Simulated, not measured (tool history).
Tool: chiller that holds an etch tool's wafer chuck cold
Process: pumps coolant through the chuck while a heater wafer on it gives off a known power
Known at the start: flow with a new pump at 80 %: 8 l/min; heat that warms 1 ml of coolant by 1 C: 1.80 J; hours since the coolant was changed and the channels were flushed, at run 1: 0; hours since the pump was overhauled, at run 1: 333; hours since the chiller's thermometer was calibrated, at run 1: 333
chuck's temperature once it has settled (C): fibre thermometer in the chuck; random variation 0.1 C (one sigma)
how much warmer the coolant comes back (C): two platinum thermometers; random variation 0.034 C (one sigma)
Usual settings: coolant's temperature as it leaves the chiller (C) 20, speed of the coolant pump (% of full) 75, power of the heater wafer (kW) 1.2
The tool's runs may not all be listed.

| run | hour | coolant's temperature as it leaves the chiller (C) | speed of the coolant pump (% of full) | power of the heater wafer (kW) | hours since the coolant was changed and the channels were flushed | hours since the pump was overhauled | hours since the chiller's thermometer was calibrated | chuck's temperature once it has settled (C) | how much warmer the coolant comes back (C) |
|---|---|---|---|---|---|---|---|---|---|
| 1 | 0 | 20 | 75 | 1.2 | 0 | 333 | 333 | 33.4 | 5.36 |
| 2 | 106.5 | 20 | 75 | 1.2 | 107 | 440 | 440 | 33.6 | 5.42 |
| 3 | 225.8 | 20 | 75 | 1.2 | 226 | 559 | 559 | 33.8 | 5.48 |
| 4 | 363.2 | 20 | 75 | 1.2 | 363 | 696 | 696 | 33.7 | 5.4 |
| 5 | 451.9 | 20 | 75 | 1.2 | 452 | 785 | 785 | 33.9 | 5.42 |
| 6 | 616.4 | 20 | 68 | 1.2 | 616 | 949 | 949 | 35 | 6.06 |
| 7 | 710.5 | 20 | 68 | 1.2 | 711 | 1044 | 1044 | 35.1 | 6.09 |
| 8 | 906.2 | 20 | 68 | 1.2 | 906 | 1239 | 1239 | 35.2 | 6.13 |
| 9 | 1057.1 | 20 | 75 | 0.79 | 1057 | 1390 | 1390 | 29.4 | 3.62 |
| 10 | 1210.2 | 20 | 75 | 0.79 | 1210 | 1543 | 1543 | 29.8 | 3.71 |
| 11 | 1346 | 20 | 75 | 0.79 | 1346 | 1679 | 1679 | 29.7 | 3.66 |
| 12 | 1535.7 | 20 | 75 | 0.79 | 1536 | 1869 | 1869 | 29.7 | 3.65 |
| 13 | 1681.3 | 20 | 75 | 0.79 | 1681 | 2014 | 2014 | 29.9 | 3.68 |
| 14 | 1803.2 | 19 | 87 | 0.8 | 1803 | 2136 | 2136 | 28.4 | 3.16 |
| 15 | 1928.9 | 19 | 87 | 0.8 | 1929 | 2262 | 2262 | 28.3 | 3.15 |
| 16 | 2041 | 19 | 84 | 1.2 | 2041 | 2374 | 2374 | 33.1 | 4.93 |
| 17 | 2233.7 | 12 | 98 | 1.2 | 2234 | 2567 | 2567 | 24.9 | 4.31 |
| 18 | 2409.3 | 16 | 82 | 0.841 | 2409 | 2742 | 2742 | 26.4 | 3.62 |
| 19 | 2543.7 | 15 | 78 | 1.581 | 2544 | 2877 | 2877 | 34.9 | 7.13 |
| 20 | 2626.7 | 21 | 74 | 1.711 | 2627 | 2960 | 2960 | 43.3 | 8.12 |
| 21 | 2781.9 | 21 | 74 | 1.711 | 2782 | 3115 | 3115 | 43.4 | 8.34 |
| 22 | 2965.1 | 13 | 83 | 1.2 | 2965 | 3298 | 3298 | 27.9 | 5.13 |
| 23 | 3076.8 | 13 | 88 | 0.628 | 3077 | 3410 | 3410 | 20.9 | 2.53 |
| 24 | 3276.3 | 30 | 60 | 1.2 | 3276 | 3609 | 3609 | 48.8 | 7.23 |
| 25 | 3456.9 | 16 | 83 | 1.723 | 3457 | 3790 | 3790 | 38 | 7.4 |

Forecast each of these 3 alternatives for the next run:
|  | 3516 | chiller's thermometer calibrated |
| A | 3658.3 | 20 | 75 | 1.288 | 3657 | 3990 | 142 | ? | ? |
|  | 3516 | chiller's thermometer calibrated |
| B | 3658.3 | 11 | 86 | 0.917 | 3657 | 3990 | 142 | ? | ? |
|  | 3516 | chiller's thermometer calibrated |
| C | 3658.3 | 16 | 83 | 1.723 | 3657 | 3990 | 142 | ? | ? |

| run | chuck's temperature once it has settled (C) | how much warmer the coolant comes back (C) |
|---|---|---|
| A | 37.1 | 6.2 |
| B | 22.1 | 3.81 |
| C | 37.3 | 7.41 |
Without the tool's hidden state the same runs would have given:
| run | chuck's temperature once it has settled (C) | how much warmer the coolant comes back (C) |
|---|---|---|
| A | 34.5 | 5.76 |
| B | 20.3 | 3.54 |
| C | 34 | 6.89 |
